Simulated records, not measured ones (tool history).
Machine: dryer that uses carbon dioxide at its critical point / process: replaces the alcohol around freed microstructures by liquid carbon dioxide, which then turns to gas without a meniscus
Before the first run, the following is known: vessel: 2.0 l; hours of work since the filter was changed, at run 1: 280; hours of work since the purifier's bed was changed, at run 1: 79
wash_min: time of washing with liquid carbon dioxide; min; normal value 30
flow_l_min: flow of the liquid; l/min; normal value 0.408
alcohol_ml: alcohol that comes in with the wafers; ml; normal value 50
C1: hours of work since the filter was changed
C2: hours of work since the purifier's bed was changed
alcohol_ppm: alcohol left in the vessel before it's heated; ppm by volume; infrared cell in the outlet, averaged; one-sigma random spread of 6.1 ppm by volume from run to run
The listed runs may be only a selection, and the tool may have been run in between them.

{"run": 1, "hour": 0.0, "wash_min": 30, "flow_l_min": 0.408, "alcohol_ml": 50, "C1": 280, "C2": 79, "alcohol_ppm": 358}
{"run": 2, "hour": 16.1, "wash_min": 30, "flow_l_min": 0.408, "alcohol_ml": 50, "C1": 288, "C2": 86, "alcohol_ppm": 364}
{"run": 3, "hour": 32.2, "wash_min": 30, "flow_l_min": 0.408, "alcohol_ml": 46, "C1": 295, "C2": 94, "alcohol_ppm": 339}
{"run": 4, "hour": 50.3, "wash_min": 30, "flow_l_min": 0.408, "alcohol_ml": 46, "C1": 304, "C2": 102, "alcohol_ppm": 344}
{"run": 5, "hour": 68.4, "wash_min": 30, "flow_l_min": 0.408, "alcohol_ml": 46, "C1": 312, "C2": 111, "alcohol_ppm": 341}
{"run": 6, "hour": 77.9, "wash_min": 30, "flow_l_min": 0.408, "alcohol_ml": 46, "C1": 317, "C2": 115, "alcohol_ppm": 345}
{"run": 7, "hour": 85.6, "wash_min": 30, "flow_l_min": 0.554, "alcohol_ml": 46, "C1": 321, "C2": 119, "alcohol_ppm": 96}
{"run": 8, "hour": 103.6, "wash_min": 30, "flow_l_min": 0.554, "alcohol_ml": 60, "C1": 329, "C2": 127, "alcohol_ppm": 120}
{"run": 9, "hour": 113.1, "wash_min": 30, "flow_l_min": 0.554, "alcohol_ml": 60, "C1": 333, "C2": 132, "alcohol_ppm": 120}
{"run": 10, "hour": 121.1, "wash_min": 30, "flow_l_min": 0.378, "alcohol_ml": 60, "C1": 337, "C2": 136, "alcohol_ppm": 603}
{"run": 11, "hour": 136.7, "wash_min": 38, "flow_l_min": 0.408, "alcohol_ml": 117, "C1": 345, "C2": 143, "alcohol_ppm": 316}
{"run": 12, "hour": 147.4, "wash_min": 38, "flow_l_min": 0.408, "alcohol_ml": 117, "C1": 350, "C2": 148, "alcohol_ppm": 307}
{"run": 13, "hour": 158.4, "wash_min": 38, "flow_l_min": 0.408, "alcohol_ml": 117, "C1": 355, "C2": 153, "alcohol_ppm": 318}
{"run": 14, "hour": 173.3, "wash_min": 20, "flow_l_min": 0.367, "alcohol_ml": 21, "C1": 362, "C2": 160, "alcohol_ppm": 880}
{"run": 15, "hour": 188.6, "wash_min": 37, "flow_l_min": 0.322, "alcohol_ml": 56, "C1": 369, "C2": 167, "alcohol_ppm": 515}
{"run": 16, "hour": 198.3, "wash_min": 44, "flow_l_min": 0.379, "alcohol_ml": 46, "C1": 373, "C2": 172, "alcohol_ppm": 113}
{"run": 17, "hour": 214.5, "wash_min": 44, "flow_l_min": 0.379, "alcohol_ml": 46, "C1": 381, "C2": 180, "alcohol_ppm": 143}
{"run": 18, "hour": 224.2, "wash_min": 30, "flow_l_min": 0.43, "alcohol_ml": 50, "C1": 386, "C2": 184, "alcohol_ppm": 336}

Below are 4 alternative next runs, each starting from the tool's condition after run 18. Predict each:
{"run": "A", "hour": 234.7, "wash_min": 30, "flow_l_min": 0.253, "alcohol_ml": 40, "C1": 391, "C2": 189, "alcohol_ppm": "?"}
{"run": "B", "hour": 234.7, "wash_min": 36, "flow_l_min": 0.405, "alcohol_ml": 51, "C1": 391, "C2": 189, "alcohol_ppm": "?"}
{"run": "C", "hour": 234.7, "wash_min": 19, "flow_l_min": 0.473, "alcohol_ml": 50, "C1": 391, "C2": 189, "alcohol_ppm": "?"}
{"run": "D", "hour": 234.7, "wash_min": 21, "flow_l_min": 0.652, "alcohol_ml": 29, "C1": 391, "C2": 189, "alcohol_ppm": "?"}

run=A alcohol_ppm=1612
run=B alcohol_ppm=217
run=C alcohol_ppm=1172
run=D alcohol_ppm=177
Without the tool's unlogged condition, the same runs would have read:
run=A alcohol_ppm=1188
run=B alcohol_ppm=95
run=C alcohol_ppm=802
run=D alcohol_ppm=76

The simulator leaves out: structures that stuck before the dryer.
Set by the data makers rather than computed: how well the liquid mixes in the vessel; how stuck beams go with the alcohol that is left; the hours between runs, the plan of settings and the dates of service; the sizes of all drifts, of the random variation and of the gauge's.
